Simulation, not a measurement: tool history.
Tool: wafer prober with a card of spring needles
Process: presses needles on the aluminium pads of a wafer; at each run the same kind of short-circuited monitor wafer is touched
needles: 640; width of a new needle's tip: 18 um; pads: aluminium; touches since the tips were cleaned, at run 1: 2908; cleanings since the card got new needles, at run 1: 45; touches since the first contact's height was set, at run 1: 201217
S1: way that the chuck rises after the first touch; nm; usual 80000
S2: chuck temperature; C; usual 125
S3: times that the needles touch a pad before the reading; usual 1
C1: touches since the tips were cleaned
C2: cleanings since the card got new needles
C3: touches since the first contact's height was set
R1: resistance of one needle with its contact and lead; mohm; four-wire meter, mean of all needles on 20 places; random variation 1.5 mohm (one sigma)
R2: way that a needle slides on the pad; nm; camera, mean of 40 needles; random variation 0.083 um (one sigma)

run 1 hour=0 | S1=80000 S2=125 S3=1 | C1=2908 C2=45 C3=201217 | R1=197 R2=21280
-- hour=3.1 tips cleaned on abrasive film
run 2 hour=10.9 | S1=80000 S2=125 S3=2 | C1=3852 C2=46 C3=206577 | R1=181 R2=21220
-- hour=12.6 tips cleaned on abrasive film
-- hour=21.4 tips cleaned on abrasive film
run 3 hour=28.6 | S1=80000 S2=125 S3=2 | C1=3590 C2=48 C3=215303 | R1=181 R2=21140
-- hour=29.5 tips cleaned on abrasive film
-- hour=37.9 tips cleaned on abrasive film
run 4 hour=43.6 | S1=60000 S2=125 S3=2 | C1=2817 C2=50 C3=222645 | R1=205 R2=15530
-- hour=47.4 tips cleaned on abrasive film
-- hour=55.5 tips cleaned on abrasive film
run 5 hour=57 | S1=80000 S2=125 S3=1 | C1=777 C2=52 C3=229230 | R1=170 R2=21100
-- hour=63.1 height of the first contact set anew
-- hour=64.2 tips cleaned on abrasive film
run 6 hour=71.3 | S1=80000 S2=125 S3=1 | C1=3531 C2=53 C3=4027 | R1=198 R2=22230
-- hour=72.6 tips cleaned on abrasive film
-- hour=81.4 tips cleaned on abrasive film
run 7 hour=88.3 | S1=80000 S2=125 S3=1 | C1=3431 C2=55 C3=12393 | R1=202 R2=22170
-- hour=90 tips cleaned on abrasive film
run 8 hour=97.8 | S1=80000 S2=125 S3=1 | C1=3868 C2=56 C3=17056 | R1=203 R2=22060
-- hour=98.8 tips cleaned on abrasive film
-- hour=106.9 tips cleaned on abrasive film
run 9 hour=107.4 | S1=80000 S2=47 S3=1 | C1=267 C2=58 C3=21768 | R1=152 R2=22020
-- hour=116.5 tips cleaned on abrasive film
run 10 hour=123.4 | S1=80000 S2=47 S3=1 | C1=3451 C2=59 C3=29662 | R1=191 R2=22220
-- hour=126.1 tips cleaned on abrasive film
run 11 hour=131.3 | S1=80000 S2=47 S3=1 | C1=2583 C2=60 C3=33527 | R1=186 R2=22030
-- hour=134.9 tips cleaned on abrasive film
-- hour=143.4 tips cleaned on abrasive film
run 12 hour=147.1 | S1=80000 S2=125 S3=1 | C1=1851 C2=62 C3=41293 | R1=185 R2=22080
-- hour=152 tips cleaned on abrasive film
-- hour=160.8 tips cleaned on abrasive film
run 13 hour=160.8 | S1=80000 S2=125 S3=1 | C1=0 C2=64 C3=48025 | R1=155 R2=21950
-- hour=170.5 tips cleaned on abrasive film
run 14 hour=171.6 | S1=80000 S2=125 S3=1 | C1=548 C2=65 C3=53320 | R1=164 R2=22110
-- hour=179.6 tips cleaned on abrasive film
-- hour=188 tips cleaned on abrasive film
run 15 hour=188.6 | S1=75000 S2=125 S3=1 | C1=320 C2=67 C3=61712 | R1=163 R2=20590
-- hour=196.9 tips cleaned on abrasive film
-- hour=205.2 tips cleaned on abrasive film
run 16 hour=206.1 | S1=75000 S2=125 S3=1 | C1=444 C2=69 C3=70288 | R1=166 R2=20430
-- hour=213.4 tips cleaned on abrasive film
run 17 hour=213.7 | S1=89000 S2=125 S3=1 | C1=185 C2=70 C3=74049 | R1=155 R2=24430
-- hour=222.6 tips cleaned on abrasive film
run 18 hour=227.6 | S1=89000 S2=125 S3=1 | C1=2453 C2=71 C3=80881 | R1=185 R2=24310
-- hour=231.2 tips cleaned on abrasive film
run 19 hour=235.8 | S1=80000 S2=51 S3=2 | C1=2270 C2=72 C3=84922 | R1=167 R2=21770
-- hour=240.5 tips cleaned on abrasive film
-- hour=248.7 tips cleaned on abrasive film
run 20 hour=253.8 | S1=80000 S2=51 S3=2 | C1=2570 C2=74 C3=93793 | R1=171 R2=21680
-- hour=257.2 tips cleaned on abrasive film
-- hour=266.2 tips cleaned on abrasive film
run 21 hour=267.2 | S1=80000 S2=125 S3=2 | C1=521 C2=76 C3=100359 | R1=159 R2=21720
-- hour=274.3 tips cleaned on abrasive film
run 22 hour=278.5 | S1=80000 S2=125 S3=2 | C1=2081 C2=77 C3=105917 | R1=177 R2=21740
-- hour=283.1 tips cleaned on abrasive film
-- hour=292 tips cleaned on abrasive film
run 23 hour=295.1 | S1=80000 S2=67 S3=1 | C1=1562 C2=79 C3=114087 | R1=183 R2=21680
-- hour=301 tips cleaned on abrasive film
run 24 hour=306.4 | S1=80000 S2=67 S3=1 | C1=2671 C2=80 C3=119650 | R1=199 R2=21810
-- hour=309.7 tips cleaned on abrasive film
-- hour=318.2 tips cleaned on abrasive film
run 25 hour=322 | S1=98000 S2=34 S3=2 | C1=1859 C2=82 C3=127281 | R1=155 R2=26610
-- hour=327.1 tips cleaned on abrasive film
run 26 hour=333.4 | S1=67000 S2=117 S3=2 | C1=3154 C2=83 C3=132938 | R1=195 R2=18080
-- hour=335.9 tips cleaned on abrasive film
run 27 hour=341.4 | S1=99000 S2=58 S3=2 | C1=2745 C2=84 C3=136881 | R1=162 R2=26890
-- hour=344.1 tips cleaned on abrasive film
-- hour=352.5 tips cleaned on abrasive film
run 28 hour=358.1 | S1=64000 S2=107 S3=1 | C1=2766 C2=86 C3=145059 | R1=230 R2=17070
-- hour=361.7 tips cleaned on abrasive film
-- hour=370.4 tips cleaned on abrasive film
run 29 hour=373 | S1=80000 S2=56 S3=1 | C1=1327 C2=88 C3=152391 | R1=176 R2=21420
-- hour=378.5 tips cleaned on abrasive film
-- hour=386.9 tips cleaned on abrasive film
run 30 hour=389.5 | S1=80000 S2=56 S3=1 | C1=1298 C2=90 C3=160508 | R1=176 R2=21410

Forecast each of these 3 alternatives for the next run:
-- hour=396 tips cleaned on abrasive film
run A hour=397.8 | S1=96000 S2=125 S3=2 | C1=884 C2=91 C3=164545 | R1=? R2=?
-- hour=396 tips cleaned on abrasive film
run B hour=397.8 | S1=80000 S2=43 S3=3 | C1=884 C2=91 C3=164545 | R1=? R2=?
-- hour=396 tips cleaned on abrasive film
run C hour=397.8 | S1=67000 S2=125 S3=3 | C1=884 C2=91 C3=164545 | R1=? R2=?

run=A R1=156 R2=25790
run=B R1=147 R2=21360
run=C R1=166 R2=17750
Without the tool's hidden state the same runs would have given:
run=A R1=144 R2=26670
run=B R1=135 R2=22240
run=C R1=151 R2=18630
